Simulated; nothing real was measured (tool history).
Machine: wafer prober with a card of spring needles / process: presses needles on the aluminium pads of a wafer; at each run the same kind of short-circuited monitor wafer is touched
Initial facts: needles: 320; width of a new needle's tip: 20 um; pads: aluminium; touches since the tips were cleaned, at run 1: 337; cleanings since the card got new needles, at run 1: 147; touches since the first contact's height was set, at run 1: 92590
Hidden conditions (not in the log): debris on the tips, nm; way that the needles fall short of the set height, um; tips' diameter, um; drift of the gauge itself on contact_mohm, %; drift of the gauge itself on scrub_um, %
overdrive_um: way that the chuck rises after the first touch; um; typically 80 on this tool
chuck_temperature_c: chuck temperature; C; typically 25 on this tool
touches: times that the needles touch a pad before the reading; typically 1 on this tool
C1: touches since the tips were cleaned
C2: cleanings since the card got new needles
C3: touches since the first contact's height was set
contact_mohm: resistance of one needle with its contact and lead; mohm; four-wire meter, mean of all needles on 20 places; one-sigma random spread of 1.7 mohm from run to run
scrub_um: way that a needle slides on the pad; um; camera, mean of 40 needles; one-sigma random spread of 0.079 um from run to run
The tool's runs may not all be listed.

{"run": 1, "day": 0.0, "overdrive_um": 80, "chuck_temperature_c": 25, "touches": 1, "C1": 337, "C2": 147, "C3": 92590, "contact_mohm": 172, "scrub_um": 13.54}
{"day": 0.125, "done": "tips cleaned on abrasive film"}
{"day": 0.25, "done": "tips cleaned on abrasive film"}
{"day": 0.408, "done": "tips cleaned on abrasive film"}
{"day": 0.533, "done": "tips cleaned on abrasive film"}
{"day": 0.688, "done": "tips cleaned on abrasive film"}
{"day": 0.842, "done": "tips cleaned on abrasive film"}
{"day": 1.0, "done": "tips cleaned on abrasive film"}
{"day": 1.125, "done": "tips cleaned on abrasive film"}
{"day": 1.279, "done": "tips cleaned on abrasive film"}
{"run": 2, "day": 1.367, "overdrive_um": 80, "chuck_temperature_c": 26, "touches": 1, "C1": 1164, "C2": 156, "C3": 110640, "contact_mohm": 182, "scrub_um": 13.6}
{"day": 1.429, "done": "tips cleaned on abrasive film"}
{"day": 1.588, "done": "tips cleaned on abrasive film"}
{"day": 1.742, "done": "tips cleaned on abrasive film"}
{"day": 1.896, "done": "tips cleaned on abrasive film"}
{"day": 2.025, "done": "tips cleaned on abrasive film"}
{"day": 2.179, "done": "tips cleaned on abrasive film"}
{"day": 2.304, "done": "tips cleaned on abrasive film"}
{"day": 2.458, "done": "tips cleaned on abrasive film"}
{"day": 2.604, "done": "tips cleaned on abrasive film"}
{"run": 3, "day": 2.604, "overdrive_um": 80, "chuck_temperature_c": 26, "touches": 1, "C1": 0, "C2": 165, "C3": 126963, "contact_mohm": 173, "scrub_um": 13.35}
{"day": 2.758, "done": "tips cleaned on abrasive film"}
{"day": 2.888, "done": "tips cleaned on abrasive film"}
{"day": 3.042, "done": "tips cleaned on abrasive film"}
{"day": 3.196, "done": "tips cleaned on abrasive film"}
{"day": 3.321, "done": "tips cleaned on abrasive film"}
{"day": 3.446, "done": "tips cleaned on abrasive film"}
{"day": 3.604, "done": "tips cleaned on abrasive film"}
{"day": 3.758, "done": "tips cleaned on abrasive film"}
{"day": 3.917, "done": "tips cleaned on abrasive film"}
{"day": 4.042, "done": "tips cleaned on abrasive film"}
{"run": 4, "day": 4.112, "overdrive_um": 80, "chuck_temperature_c": 45, "touches": 1, "C1": 1007, "C2": 175, "C3": 146915, "contact_mohm": 185, "scrub_um": 13.29}
{"day": 4.179, "done": "tips cleaned on abrasive film"}
{"day": 4.333, "done": "tips cleaned on abrasive film"}
{"day": 4.492, "done": "tips cleaned on abrasive film"}
{"day": 4.617, "done": "tips cleaned on abrasive film"}
{"day": 4.771, "done": "tips cleaned on abrasive film"}
{"day": 4.896, "done": "tips cleaned on abrasive film"}
{"day": 5.054, "done": "tips cleaned on abrasive film"}
{"day": 5.179, "done": "tips cleaned on abrasive film"}
{"day": 5.333, "done": "tips cleaned on abrasive film"}
{"day": 5.488, "done": "tips cleaned on abrasive film"}
{"day": 5.617, "done": "tips cleaned on abrasive film"}
{"day": 5.771, "done": "tips cleaned on abrasive film"}
{"day": 5.896, "done": "tips cleaned on abrasive film"}
{"day": 6.05, "done": "tips cleaned on abrasive film"}
{"day": 6.208, "done": "tips cleaned on abrasive film"}
{"day": 6.333, "done": "tips cleaned on abrasive film"}
{"day": 6.488, "done": "tips cleaned on abrasive film"}
{"day": 6.612, "done": "tips cleaned on abrasive film"}
{"day": 6.771, "done": "tips cleaned on abrasive film"}
{"run": 5, "day": 6.8, "overdrive_um": 80, "chuck_temperature_c": 25, "touches": 1, "C1": 387, "C2": 194, "C3": 182308, "contact_mohm": 176, "scrub_um": 13.26}
{"day": 6.925, "done": "tips cleaned on abrasive film"}
{"day": 7.079, "done": "tips cleaned on abrasive film"}
{"day": 7.233, "done": "tips cleaned on abrasive film"}
{"day": 7.392, "done": "tips cleaned on abrasive film"}
{"day": 7.546, "done": "tips cleaned on abrasive film"}
{"day": 7.7, "done": "tips cleaned on abrasive film"}
{"day": 7.775, "done": "height of the first contact set anew"}
{"day": 7.842, "done": "tips cleaned on abrasive film"}
{"day": 7.996, "done": "tips cleaned on abrasive film"}
{"day": 8.15, "done": "tips cleaned on abrasive film"}
{"day": 8.308, "done": "tips cleaned on abrasive film"}
{"day": 8.433, "done": "tips cleaned on abrasive film"}
{"day": 8.558, "done": "tips cleaned on abrasive film"}
{"day": 8.712, "done": "tips cleaned on abrasive film"}
{"day": 8.871, "done": "tips cleaned on abrasive film"}
{"run": 6, "day": 8.933, "overdrive_um": 61, "chuck_temperature_c": 78, "touches": 1, "C1": 873, "C2": 208, "C3": 15288, "contact_mohm": 198, "scrub_um": 10.54}
{"day": 8.996, "done": "tips cleaned on abrasive film"}
{"day": 9.125, "done": "tips cleaned on abrasive film"}
{"day": 9.279, "done": "tips cleaned on abrasive film"}
{"day": 9.433, "done": "tips cleaned on abrasive film"}
{"day": 9.592, "done": "tips cleaned on abrasive film"}
{"day": 9.717, "done": "tips cleaned on abrasive film"}
{"day": 9.871, "done": "tips cleaned on abrasive film"}
{"day": 10.029, "done": "tips cleaned on abrasive film"}
{"day": 10.154, "done": "tips cleaned on abrasive film"}
{"day": 10.308, "done": "tips cleaned on abrasive film"}
{"day": 10.462, "done": "tips cleaned on abrasive film"}
{"run": 7, "day": 10.471, "overdrive_um": 61, "chuck_temperature_c": 78, "touches": 1, "C1": 105, "C2": 219, "C3": 35572, "contact_mohm": 194, "scrub_um": 10.43}
{"day": 10.596, "done": "tips cleaned on abrasive film"}
{"day": 10.721, "done": "tips cleaned on abrasive film"}
{"day": 10.879, "done": "tips cleaned on abrasive film"}
{"day": 11.033, "done": "tips cleaned on abrasive film"}
{"day": 11.192, "done": "tips cleaned on abrasive film"}
{"day": 11.346, "done": "tips cleaned on abrasive film"}
{"day": 11.5, "done": "tips cleaned on abrasive film"}
{"day": 11.625, "done": "tips cleaned on abrasive film"}
{"day": 11.783, "done": "tips cleaned on abrasive film"}
{"day": 11.938, "done": "tips cleaned on abrasive film"}
{"day": 12.062, "done": "tips cleaned on abrasive film"}
{"day": 12.221, "done": "tips cleaned on abrasive film"}
{"run": 8, "day": 12.275, "overdrive_um": 76, "chuck_temperature_c": 65, "touches": 2, "C1": 761, "C2": 231, "C3": 59397, "contact_mohm": 186, "scrub_um": 12.94}
{"day": 12.371, "done": "tips cleaned on abrasive film"}
{"day": 12.525, "done": "tips cleaned on abrasive film"}
{"day": 12.65, "done": "tips cleaned on abrasive film"}
{"day": 12.808, "done": "tips cleaned on abrasive film"}
{"day": 12.933, "done": "tips cleaned on abrasive film"}
{"day": 13.088, "done": "tips cleaned on abrasive film"}
{"day": 13.242, "done": "tips cleaned on abrasive film"}
{"day": 13.371, "done": "tips cleaned on abrasive film"}
{"day": 13.525, "done": "tips cleaned on abrasive film"}
{"day": 13.65, "done": "tips cleaned on abrasive film"}
{"day": 13.804, "done": "tips cleaned on abrasive film"}
{"day": 13.962, "done": "tips cleaned on abrasive film"}
{"day": 14.088, "done": "tips cleaned on abrasive film"}
{"day": 14.212, "done": "tips cleaned on abrasive film"}
{"day": 14.367, "done": "tips cleaned on abrasive film"}
{"day": 14.525, "done": "tips cleaned on abrasive film"}
{"day": 14.679, "done": "tips cleaned on abrasive film"}
{"run": 9, "day": 14.792, "overdrive_um": 63, "chuck_temperature_c": 80, "touches": 1, "C1": 1555, "C2": 248, "C3": 92663, "contact_mohm": 211, "scrub_um": 10.55}
{"day": 14.829, "done": "tips cleaned on abrasive film"}
{"day": 14.983, "done": "tips cleaned on abrasive film"}
{"day": 15.138, "done": "tips cleaned on abrasive film"}
{"day": 15.296, "done": "tips cleaned on abrasive film"}
{"day": 15.45, "done": "tips cleaned on abrasive film"}
{"day": 15.608, "done": "tips cleaned on abrasive film"}
{"day": 15.762, "done": "tips cleaned on abrasive film"}
{"day": 15.917, "done": "tips cleaned on abrasive film"}
{"day": 16.075, "done": "tips cleaned on abrasive film"}
{"day": 16.2, "done": "tips cleaned on abrasive film"}
{"day": 16.354, "done": "tips cleaned on abrasive film"}
{"day": 16.479, "done": "tips cleaned on abrasive film"}
{"day": 16.638, "done": "tips cleaned on abrasive film"}
{"day": 16.762, "done": "tips cleaned on abrasive film"}
{"day": 16.888, "done": "tips cleaned on abrasive film"}
{"day": 17.042, "done": "tips cleaned on abrasive film"}
{"day": 17.2, "done": "tips cleaned on abrasive film"}
{"day": 17.325, "done": "tips cleaned on abrasive film"}
{"day": 17.479, "done": "tips cleaned on abrasive film"}
{"day": 17.604, "done": "tips cleaned on abrasive film"}
{"run": 10, "day": 17.638, "overdrive_um": 80, "chuck_temperature_c": 99, "touches": 1, "C1": 449, "C2": 268, "C3": 130177, "contact_mohm": 199, "scrub_um": 13.43}

Hidden state at the last listed run before each entry between runs and at the first one after, where it differs:
From run 1 to run 2: tips cleaned on abrasive film (day 0.125); tips cleaned on abrasive film (day 0.250); tips cleaned on abrasive film (day 0.408); tips cleaned on abrasive film (day 0.533); tips cleaned on abrasive film (day 0.688); tips cleaned on abrasive film (day 0.842); tips cleaned on abrasive film (day 1.000); tips cleaned on abrasive film (day 1.125); tips cleaned on abrasive film (day 1.279)
  debris on the tips, nm: 8.7 -> 22.5; way that the needles fall short of the set height, um: 2.21 -> 2.59; tips' diameter, um: 22.38 -> 22.51
  difference, measured minus the result without the unlogged condition, contact_mohm: +5 -> +11 mohm; scrub_um: -0.39 -> -0.46 um
From run 2 to run 3: tips cleaned on abrasive film (day 1.429); tips cleaned on abrasive film (day 1.588); tips cleaned on abrasive film (day 1.742); tips cleaned on abrasive film (day 1.896); tips cleaned on abrasive film (day 2.025); tips cleaned on abrasive film (day 2.179); tips cleaned on abrasive film (day 2.304); tips cleaned on abrasive film (day 2.458); tips cleaned on abrasive film (day 2.604)
  debris on the tips, nm: 22.5 -> 2.2; way that the needles fall short of the set height, um: 2.59 -> 3.01; tips' diameter, um: 22.51 -> 22.66
  difference, measured minus the result without the unlogged condition, contact_mohm: +11 -> +2 mohm; scrub_um: -0.46 -> -0.52 um
From run 3 to run 4: tips cleaned on abrasive film (day 2.758); tips cleaned on abrasive film (day 2.888); tips cleaned on abrasive film (day 3.042); tips cleaned on abrasive film (day 3.196); tips cleaned on abrasive film (day 3.321); tips cleaned on abrasive film (day 3.446); tips cleaned on abrasive film (day 3.604); tips cleaned on abrasive film (day 3.758); tips cleaned on abrasive film (day 3.917); tips cleaned on abrasive film (day 4.042)
  debris on the tips, nm: 2.2 -> 19; way that the needles fall short of the set height, um: 3.01 -> 3.53; tips' diameter, um: 22.66 -> 22.84
  difference, measured minus the result without the unlogged condition, contact_mohm: +2 -> +11 mohm; scrub_um: -0.52 -> -0.61 um
From run 4 to run 5: tips cleaned on abrasive film (day 4.179); tips cleaned on abrasive film (day 4.333); tips cleaned on abrasive film (day 4.492); tips cleaned on abrasive film (day 4.617); tips cleaned on abrasive film (day 4.771); tips cleaned on abrasive film (day 4.896); tips cleaned on abrasive film (day 5.054); tips cleaned on abrasive film (day 5.179); tips cleaned on abrasive film (day 5.333); tips cleaned on abrasive film (day 5.488); tips cleaned on abrasive film (day 5.617); tips cleaned on abrasive film (day 5.771); tips cleaned on abrasive film (day 5.896); tips cleaned on abrasive film (day 6.050); tips cleaned on abrasive film (day 6.208); tips cleaned on abrasive film (day 6.333); tips cleaned on abrasive film (day 6.488); tips cleaned on abrasive film (day 6.612); tips cleaned on abrasive film (day 6.771)
  debris on the tips, nm: 19 -> 8.8; way that the needles fall short of the set height, um: 3.53 -> 4.39; tips' diameter, um: 22.84 -> 23.14
  difference, measured minus the result without the unlogged condition, contact_mohm: +11 -> +6 mohm; scrub_um: -0.61 -> -0.77 um
From run 5 to run 6: tips cleaned on abrasive film (day 6.925); tips cleaned on abrasive film (day 7.079); tips cleaned on abrasive film (day 7.233); tips cleaned on abrasive film (day 7.392); tips cleaned on abrasive film (day 7.546); tips cleaned on abrasive film (day 7.700); height of the first contact set anew (day 7.775); tips cleaned on abrasive film (day 7.842); tips cleaned on abrasive film (day 7.996); tips cleaned on abrasive film (day 8.150); tips cleaned on abrasive film (day 8.308); tips cleaned on abrasive film (day 8.433); tips cleaned on abrasive film (day 8.558); tips cleaned on abrasive film (day 8.712); tips cleaned on abrasive film (day 8.871)
  debris on the tips, nm: 8.8 -> 15.5; way that the needles fall short of the set height, um: 4.39 -> 0.38; tips' diameter, um: 23.14 -> 23.37
  difference, measured minus the result without the unlogged condition, contact_mohm: +6 -> +13 mohm; scrub_um: -0.77 -> -0.07 um
From run 6 to run 7: tips cleaned on abrasive film (day 8.996); tips cleaned on abrasive film (day 9.125); tips cleaned on abrasive film (day 9.279); tips cleaned on abrasive film (day 9.433); tips cleaned on abrasive film (day 9.592); tips cleaned on abrasive film (day 9.717); tips cleaned on abrasive film (day 9.871); tips cleaned on abrasive film (day 10.029); tips cleaned on abrasive film (day 10.154); tips cleaned on abrasive film (day 10.308); tips cleaned on abrasive film (day 10.462)
  debris on the tips, nm: 15.5 -> 3.5; way that the needles fall short of the set height, um: 0.38 -> 0.89; tips' diameter, um: 23.37 -> 23.55
  difference, measured minus the result without the unlogged condition, contact_mohm: +13 -> +5 mohm; scrub_um: -0.07 -> -0.15 um
From run 7 to run 8: tips cleaned on abrasive film (day 10.596); tips cleaned on abrasive film (day 10.721); tips cleaned on abrasive film (day 10.879); tips cleaned on abrasive film (day 11.033); tips cleaned on abrasive film (day 11.192); tips cleaned on abrasive film (day 11.346); tips cleaned on abrasive film (day 11.500); tips cleaned on abrasive film (day 11.625); tips cleaned on abrasive film (day 11.783); tips cleaned on abrasive film (day 11.938); tips cleaned on abrasive film (day 12.062); tips cleaned on abrasive film (day 12.221)
  debris on the tips, nm: 3.5 -> 16.7; way that the needles fall short of the set height, um: 0.89 -> 1.49; tips' diameter, um: 23.55 -> 23.76
  difference, measured minus the result without the unlogged condition, contact_mohm: +5 -> +8 mohm; scrub_um: -0.15 -> -0.25 um
From run 8 to run 9: tips cleaned on abrasive film (day 12.371); tips cleaned on abrasive film (day 12.525); tips cleaned on abrasive film (day 12.650); tips cleaned on abrasive film (day 12.808); tips cleaned on abrasive film (day 12.933); tips cleaned on abrasive film (day 13.088); tips cleaned on abrasive film (day 13.242); tips cleaned on abrasive film (day 13.371); tips cleaned on abrasive film (day 13.525); tips cleaned on abrasive film (day 13.650); tips cleaned on abrasive film (day 13.804); tips cleaned on abrasive film (day 13.962); tips cleaned on abrasive film (day 14.088); tips cleaned on abrasive film (day 14.212); tips cleaned on abrasive film (day 14.367); tips cleaned on abrasive film (day 14.525); tips cleaned on abrasive film (day 14.679)
  debris on the tips, nm: 16.7 -> 28.9; way that the needles fall short of the set height, um: 1.49 -> 2.24; tips' diameter, um: 23.76 -> 24.03
  difference, measured minus the result without the unlogged condition, contact_mohm: +8 -> +24 mohm; scrub_um: -0.25 -> -0.39 um
From run 9 to run 10: tips cleaned on abrasive film (day 14.829); tips cleaned on abrasive film (day 14.983); tips cleaned on abrasive film (day 15.138); tips cleaned on abrasive film (day 15.296); tips cleaned on abrasive film (day 15.450); tips cleaned on abrasive film (day 15.608); tips cleaned on abrasive film (day 15.762); tips cleaned on abrasive film (day 15.917); tips cleaned on abrasive film (day 16.075); tips cleaned on abrasive film (day 16.200); tips cleaned on abrasive film (day 16.354); tips cleaned on abrasive film (day 16.479); tips cleaned on abrasive film (day 16.638); tips cleaned on abrasive film (day 16.762); tips cleaned on abrasive film (day 16.888); tips cleaned on abrasive film (day 17.042); tips cleaned on abrasive film (day 17.200); tips cleaned on abrasive film (day 17.325); tips cleaned on abrasive film (day 17.479); tips cleaned on abrasive film (day 17.604)
  debris on the tips, nm: 28.9 -> 11.6; way that the needles fall short of the set height, um: 2.24 -> 3.16; tips' diameter, um: 24.03 -> 24.35
  difference, measured minus the result without the unlogged condition, contact_mohm: +24 -> +9 mohm; scrub_um: -0.39 -> -0.55 um
